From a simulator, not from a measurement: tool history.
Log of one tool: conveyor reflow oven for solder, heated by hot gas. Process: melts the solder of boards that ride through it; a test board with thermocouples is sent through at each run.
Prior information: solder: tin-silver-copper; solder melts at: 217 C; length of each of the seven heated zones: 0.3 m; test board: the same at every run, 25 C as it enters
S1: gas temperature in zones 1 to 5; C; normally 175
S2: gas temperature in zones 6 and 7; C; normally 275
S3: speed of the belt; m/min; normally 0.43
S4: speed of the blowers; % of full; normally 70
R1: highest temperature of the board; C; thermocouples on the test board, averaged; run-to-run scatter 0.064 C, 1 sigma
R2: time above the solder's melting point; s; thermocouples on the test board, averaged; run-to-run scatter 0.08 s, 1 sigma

| run | day | S1 | S2 | S3 | S4 | R1 | R2 |
|---|---|---|---|---|---|---|---|
| 1 | 0 | 175 | 275 | 0.43 | 70 | 262.78 | 71 |
|  | 0.95 | flux residue cleaned out of gas plates and filters |
| 2 | 1.208 | 175 | 275 | 0.43 | 70 | 262.28 | 70.84 |
| 3 | 2.142 | 175 | 275 | 0.43 | 70 | 262.4 | 70.77 |
| 4 | 2.979 | 175 | 275 | 0.43 | 70 | 262.38 | 70.89 |
| 5 | 3.475 | 175 | 275 | 0.43 | 70 | 262.14 | 70.83 |
| 6 | 3.967 | 175 | 275 | 0.43 | 70 | 262.2 | 70.81 |
| 7 | 4.492 | 183 | 275 | 0.43 | 70 | 263.61 | 74.59 |
| 8 | 4.925 | 183 | 275 | 0.43 | 70 | 263.47 | 74.72 |
|  | 5.883 | flux residue cleaned out of gas plates and filters, once more |
| 9 | 6.05 | 175 | 275 | 0.43 | 70 | 263.97 | 72.19 |
| 10 | 6.638 | 175 | 275 | 0.43 | 70 | 263.89 | 72.08 |
| 11 | 7.383 | 175 | 275 | 0.43 | 70 | 263.94 | 72.05 |
| 12 | 8.029 | 175 | 275 | 0.43 | 70 | 263.9 | 71.92 |
| 13 | 8.525 | 175 | 275 | 0.43 | 70 | 263.9 | 71.98 |
| 14 | 9.254 | 175 | 275 | 0.43 | 70 | 263.8 | 72.08 |
| 15 | 9.779 | 175 | 275 | 0.43 | 70 | 263.84 | 72.08 |
| 16 | 10.733 | 181 | 288 | 0.386 | 77 | 280.89 | 91.18 |
| 17 | 11.221 | 189 | 288 | 0.386 | 77 | 281.64 | 94.11 |
| 18 | 11.679 | 189 | 288 | 0.386 | 77 | 281.68 | 94.38 |
| 19 | 12.471 | 189 | 288 | 0.386 | 77 | 281.57 | 94.31 |
| 20 | 13.038 | 189 | 288 | 0.458 | 74 | 276.68 | 78.22 |
| 21 | 13.571 | 172 | 288 | 0.458 | 74 | 274.28 | 71.35 |
| 22 | 14.221 | 175 | 266 | 0.43 | 56 | 252.18 | 63.43 |
| 23 | 14.896 | 175 | 266 | 0.43 | 56 | 252.33 | 63.63 |
| 24 | 15.533 | 175 | 274 | 0.43 | 84 | 265.66 | 73.56 |
| 25 | 16.075 | 175 | 275 | 0.43 | 76 | 265.02 | 72.94 |

Branching from run 25: 5 alternative next runs. What would each branch give?
| A | 16.988 | 180 | 275 | 0.43 | 70 | ? | ? |
| B | 16.988 | 164 | 288 | 0.404 | 70 | ? | ? |
| C | 16.988 | 175 | 286 | 0.43 | 76 | ? | ? |
| D | 16.988 | 175 | 284 | 0.43 | 70 | ? | ? |
| E | 16.988 | 175 | 280 | 0.43 | 70 | ? | ? |

| run | R1 | R2 |
|---|---|---|
| A | 264.44 | 74.31 |
| B | 276.21 | 79.81 |
| C | 275.27 | 77.68 |
| D | 272.12 | 76.2 |
| E | 268.4 | 74.35 |
What these runs would have given with no unlogged condition in the tool:
| run | R1 | R2 |
|---|---|---|
| A | 262.86 | 72.88 |
| B | 274.62 | 78.39 |
| C | 273.71 | 76.35 |
| D | 270.55 | 74.83 |
| E | 266.84 | 72.96 |

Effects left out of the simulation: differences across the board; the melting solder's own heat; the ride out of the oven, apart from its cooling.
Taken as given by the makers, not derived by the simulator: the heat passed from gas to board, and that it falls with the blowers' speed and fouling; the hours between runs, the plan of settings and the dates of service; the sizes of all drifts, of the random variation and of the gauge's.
